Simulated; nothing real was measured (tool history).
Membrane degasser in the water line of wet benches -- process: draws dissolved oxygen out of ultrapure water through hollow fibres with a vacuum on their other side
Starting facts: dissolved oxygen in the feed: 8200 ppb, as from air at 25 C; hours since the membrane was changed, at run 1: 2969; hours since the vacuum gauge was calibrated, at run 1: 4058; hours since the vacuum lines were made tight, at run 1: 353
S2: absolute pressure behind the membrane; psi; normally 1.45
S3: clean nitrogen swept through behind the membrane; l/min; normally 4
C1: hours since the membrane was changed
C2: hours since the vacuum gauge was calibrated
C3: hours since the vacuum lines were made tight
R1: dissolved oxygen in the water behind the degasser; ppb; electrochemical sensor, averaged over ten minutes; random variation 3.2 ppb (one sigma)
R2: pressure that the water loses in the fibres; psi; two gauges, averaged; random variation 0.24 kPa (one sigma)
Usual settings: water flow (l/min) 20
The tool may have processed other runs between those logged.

run 1 hour=0 | water_flow_(l/min)=20 S2=1.45 S3=4 | C1=2969 C2=4058 C3=353 | R1=351.7 R2=9.317
run 2 hour=86 | water_flow_(l/min)=12 S2=1.45 S3=4 | C1=3055 C2=4144 C3=439 | R1=143.3 R2=5.609
run 3 hour=126.8 | water_flow_(l/min)=12 S2=1.45 S3=4 | C1=3096 C2=4185 C3=480 | R1=145.2 R2=5.607
run 4 hour=173.1 | water_flow_(l/min)=12 S2=1.45 S3=4 | C1=3142 C2=4231 C3=526 | R1=144 R2=5.577
run 5 hour=246.9 | water_flow_(l/min)=12 S2=1.45 S3=7.95 | C1=3216 C2=4305 C3=600 | R1=119.4 R2=5.603
run 6 hour=313.9 | water_flow_(l/min)=12 S2=1.45 S3=7.95 | C1=3283 C2=4372 C3=667 | R1=119.7 R2=5.626
run 7 hour=401.4 | water_flow_(l/min)=12 S2=1.45 S3=7.95 | C1=3370 C2=4459 C3=754 | R1=119.2 R2=5.642
run 8 hour=475.5 | water_flow_(l/min)=12 S2=1.45 S3=7.95 | C1=3444 C2=4533 C3=829 | R1=120.1 R2=5.623
run 9 hour=552.4 | water_flow_(l/min)=12 S2=1.45 S3=7.95 | C1=3521 C2=4610 C3=905 | R1=118.5 R2=5.6
run 10 hour=617.4 | water_flow_(l/min)=12 S2=1.45 S3=7.95 | C1=3586 C2=4675 C3=970 | R1=119.9 R2=5.604
-- hour=625.9 vacuum gauge calibrated
run 11 hour=681.2 | water_flow_(l/min)=13 S2=1.45 S3=4 | C1=3649 C2=55 C3=1034 | R1=170.4 R2=6.09
run 12 hour=762.8 | water_flow_(l/min)=23 S2=1.45 S3=4 | C1=3731 C2=137 C3=1115 | R1=442.1 R2=10.75
-- hour=775.8 vacuum gauge calibrated, once more
run 13 hour=841.4 | water_flow_(l/min)=20 S2=1.45 S3=8.35 | C1=3809 C2=66 C3=1193 | R1=304.5 R2=9.448
run 14 hour=910.7 | water_flow_(l/min)=20 S2=1.45 S3=8.35 | C1=3878 C2=135 C3=1263 | R1=301.7 R2=9.327
run 15 hour=974.5 | water_flow_(l/min)=20 S2=1.45 S3=8.35 | C1=3942 C2=199 C3=1327 | R1=303.9 R2=9.407
run 16 hour=1034.8 | water_flow_(l/min)=20 S2=1.45 S3=8.35 | C1=4002 C2=259 C3=1387 | R1=309.6 R2=9.345
run 17 hour=1117.8 | water_flow_(l/min)=20 S2=1.45 S3=8.35 | C1=4086 C2=342 C3=1470 | R1=312.1 R2=9.43
run 18 hour=1207.3 | water_flow_(l/min)=20 S2=1.45 S3=8.35 | C1=4175 C2=431 C3=1559 | R1=311.1 R2=9.425
run 19 hour=1265.7 | water_flow_(l/min)=20 S2=1.45 S3=3.16 | C1=4233 C2=490 C3=1618 | R1=380 R2=9.407
run 20 hour=1326 | water_flow_(l/min)=20 S2=1.45 S3=3.16 | C1=4294 C2=550 C3=1678 | R1=372.7 R2=9.4
run 21 hour=1384.6 | water_flow_(l/min)=20 S2=1.45 S3=3.16 | C1=4352 C2=609 C3=1737 | R1=370.5 R2=9.456
run 22 hour=1444.1 | water_flow_(l/min)=20 S2=2.03 S3=2.38 | C1=4412 C2=668 C3=1796 | R1=474.7 R2=9.394
run 23 hour=1529.6 | water_flow_(l/min)=21 S2=1.6 S3=5.34 | C1=4497 C2=754 C3=1882 | R1=373.8 R2=9.918
run 24 hour=1599.3 | water_flow_(l/min)=20 S2=1.49 S3=2.17 | C1=4567 C2=823 C3=1951 | R1=426.8 R2=9.475
run 25 hour=1662.3 | water_flow_(l/min)=20 S2=1.49 S3=2.17 | C1=4630 C2=886 C3=2014 | R1=421.8 R2=9.481
run 26 hour=1725.6 | water_flow_(l/min)=20 S2=1.49 S3=2.17 | C1=4693 C2=950 C3=2078 | R1=428.2 R2=9.432
run 27 hour=1816.3 | water_flow_(l/min)=20 S2=1.49 S3=2.17 | C1=4784 C2=1040 C3=2168 | R1=420.9 R2=9.393
run 28 hour=1875.1 | water_flow_(l/min)=20 S2=3.1 S3=2.66 | C1=4843 C2=1099 C3=2227 | R1=579.1 R2=9.427
run 29 hour=1943.3 | water_flow_(l/min)=20 S2=1.35 S3=4 | C1=4911 C2=1167 C3=2295 | R1=353.8 R2=9.522
run 30 hour=1989 | water_flow_(l/min)=16 S2=3.07 S3=3.62 | C1=4957 C2=1213 C3=2341 | R1=371.4 R2=7.588
run 31 hour=2051.9 | water_flow_(l/min)=20 S2=1.33 S3=9.49 | C1=5020 C2=1276 C3=2404 | R1=309.8 R2=9.548
run 32 hour=2101 | water_flow_(l/min)=30 S2=1.19 S3=9.96 | C1=5069 C2=1325 C3=2453 | R1=562.9 R2=14.228

Forecast each of these 4 alternatives for the next run:
run A hour=2143.6 | water_flow_(l/min)=27 S2=1.17 S3=4.09 | C1=5111 C2=1368 C3=2496 | R1=? R2=?
run B hour=2143.6 | water_flow_(l/min)=30 S2=1.17 S3=2.22 | C1=5111 C2=1368 C3=2496 | R1=? R2=?
run C hour=2143.6 | water_flow_(l/min)=20 S2=3 S3=4.26 | C1=5111 C2=1368 C3=2496 | R1=? R2=?
run D hour=2143.6 | water_flow_(l/min)=18 S2=1.02 S3=3.56 | C1=5111 C2=1368 C3=2496 | R1=? R2=?

run=A R1=532.4 R2=12.808
run=B R1=664.9 R2=14.219
run=C R1=469.4 R2=9.474
run=D R1=274.1 R2=8.54
What these runs would have given with no unlogged condition in the tool:
run=A R1=483.3 R2=12.335
run=B R1=611 R2=13.696
run=C R1=433.6 R2=9.124
run=D R1=243.7 R2=8.227

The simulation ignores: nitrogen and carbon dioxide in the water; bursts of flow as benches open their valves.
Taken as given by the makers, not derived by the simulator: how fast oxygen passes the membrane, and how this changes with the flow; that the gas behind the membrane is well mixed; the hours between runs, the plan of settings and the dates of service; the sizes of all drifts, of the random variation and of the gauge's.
